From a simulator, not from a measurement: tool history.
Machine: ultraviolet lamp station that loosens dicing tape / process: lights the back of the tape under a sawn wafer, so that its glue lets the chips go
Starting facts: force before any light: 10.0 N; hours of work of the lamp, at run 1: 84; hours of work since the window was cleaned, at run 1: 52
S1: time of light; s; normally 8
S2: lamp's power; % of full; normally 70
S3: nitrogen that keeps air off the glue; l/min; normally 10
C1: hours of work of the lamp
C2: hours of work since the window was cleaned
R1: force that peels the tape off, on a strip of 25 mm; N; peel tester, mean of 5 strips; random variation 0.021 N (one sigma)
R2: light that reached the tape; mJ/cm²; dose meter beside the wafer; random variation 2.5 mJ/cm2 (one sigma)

Run 1, hour 0: usual settings; C1 84; C2 52. Result: R1 1.197 N, R2 263 mJ/cm².
Run 2, hour 6.1: usual settings; C1 88; C2 56. Result: R1 1.15 N, R2 267 mJ/cm².
Run 3, hour 11.4: usual settings; C1 92; C2 60. Result: R1 1.216 N, R2 265 mJ/cm².
Run 4, hour 19.2: usual settings; C1 98; C2 65. Result: R1 1.241 N, R2 267 mJ/cm².
Run 5, hour 25.1: usual settings; C1 102; C2 69. Result: R1 1.208 N, R2 261 mJ/cm².
Run 6, hour 32.2: usual settings but S1 4 s; C1 107; C2 75. Result: R1 3.387 N, R2 129 mJ/cm².
Run 7, hour 38.5: usual settings but S1 4 s; C1 111; C2 79. Result: R1 3.359 N, R2 130 mJ/cm².
Run 8, hour 43: usual settings but S1 4 s, S2 98 % of full; C1 115; C2 82. Result: R1 2.324 N, R2 181 mJ/cm².
Run 9, hour 47.1: usual settings but S2 72 % of full; C1 118; C2 85. Result: R1 1.209 N, R2 266 mJ/cm².
Run 10, hour 51.7: usual settings but S2 72 % of full; C1 121; C2 88. Result: R1 1.195 N, R2 263 mJ/cm².
Run 11, hour 60.7: usual settings but S2 72 % of full; C1 127; C2 95. Result: R1 1.215 N, R2 265 mJ/cm².
Run 12, hour 67: usual settings but S2 72 % of full; C1 132; C2 99. Result: R1 1.156 N, R2 265 mJ/cm².
Run 13, hour 76.3: usual settings but S2 72 % of full; C1 138; C2 106. Result: R1 1.193 N, R2 256 mJ/cm².
Run 14, hour 81.7: usual settings but S2 72 % of full; C1 142; C2 110. Result: R1 1.226 N, R2 261 mJ/cm².
Run 15, hour 86.4: usual settings but S2 88 % of full; C1 146; C2 113. Result: R1 0.843 N, R2 317 mJ/cm².
Run 16, hour 91.8: usual settings but S1 11 s, S2 68 % of full, S3 8 l/min; C1 150; C2 117. Result: R1 0.892 N, R2 332 mJ/cm².
Run 17, hour 101: usual settings but S1 5 s, S2 79 % of full, S3 8 l/min; C1 156; C2 124. Result: R1 2.518 N, R2 175 mJ/cm².
At hour 102.3: window cleaned of glue's vapour.
Run 18, hour 109.6: usual settings but S2 84 % of full, S3 15 l/min; C1 162; C2 5. Result: R1 0.696 N, R2 293 mJ/cm².
Run 19, hour 114.2: usual settings but S1 12 s; C1 165; C2 9. Result: R1 0.585 N, R2 368 mJ/cm².
At hour 119: window cleaned of glue's vapour, once more.
Run 20, hour 123.6: usual settings but S1 12 s; C1 171; C2 3. Result: R1 0.478 N, R2 399 mJ/cm².
Run 21, hour 129.5: usual settings but S1 12 s, S2 72 % of full, S3 7 l/min; C1 176; C2 7. Result: R1 0.647 N, R2 412 mJ/cm².
Run 22, hour 134.1: usual settings but S1 12 s, S2 72 % of full, S3 7 l/min; C1 179; C2 11. Result: R1 0.621 N, R2 414 mJ/cm².
Run 23, hour 142.5: usual settings but S1 12 s, S2 72 % of full, S3 7 l/min; C1 185; C2 17. Result: R1 0.661 N, R2 409 mJ/cm².
Run 24, hour 147.7: usual settings but S1 12 s, S2 72 % of full, S3 7 l/min; C1 189; C2 21. Result: R1 0.659 N, R2 410 mJ/cm².
Run 25, hour 156.5: usual settings but S1 12 s, S3 7 l/min; C1 195; C2 27. Result: R1 0.705 N, R2 400 mJ/cm².
Run 26, hour 160.9: usual settings but S2 72 % of full; C1 198; C2 30. Result: R1 1.123 N, R2 268 mJ/cm².
Run 27, hour 165: usual settings but S2 72 % of full; C1 201; C2 33. Result: R1 1.114 N, R2 272 mJ/cm².
Run 28, hour 168.8: usual settings but S2 65 % of full, S3 7 l/min; C1 204; C2 36. Result: R1 1.774 N, R2 236 mJ/cm².
Run 29, hour 175.6: usual settings but S1 10 s, S2 65 % of full, S3 16 l/min; C1 209; C2 40. Result: R1 0.592 N, R2 304 mJ/cm².
Run 30, hour 182: usual settings but S1 10 s, S2 65 % of full, S3 16 l/min; C1 213; C2 45. Result: R1 0.61 N, R2 298 mJ/cm².

Results per run with the tool's hidden condition removed, run-to-run variation unchanged:
What the log doesn't record here: lamp's light, % of a new lamp's; light that the window lets through, % of a clean one's; drift of the gauge itself on peel_n, %; drift of the gauge itself on dose_mj_cm2, %.
run     R1   R2
  1  1.035  284
  2  0.988  288
  3  1.039  286
  4  1.051  290
  5  1.015  285
  6  3.058  142
  7   3.02  143
  8  2.003  200
  9  0.987  294
 10  0.972  292
 11  0.981  295
 12  0.922  296
 13  0.943  288
 14  0.963  295
 15  0.644  358
 16  0.678  378
 17    2.1  200
 18  0.489  342
 19  0.412  431
 20  0.417  424
 21  0.561  439
 22  0.536  442
 23  0.564  439
 24  0.559  441
 25  0.591  433
 26  0.952  291
 27   0.94  296
 28  1.535  258
 29  0.484  332
 30  0.495  328

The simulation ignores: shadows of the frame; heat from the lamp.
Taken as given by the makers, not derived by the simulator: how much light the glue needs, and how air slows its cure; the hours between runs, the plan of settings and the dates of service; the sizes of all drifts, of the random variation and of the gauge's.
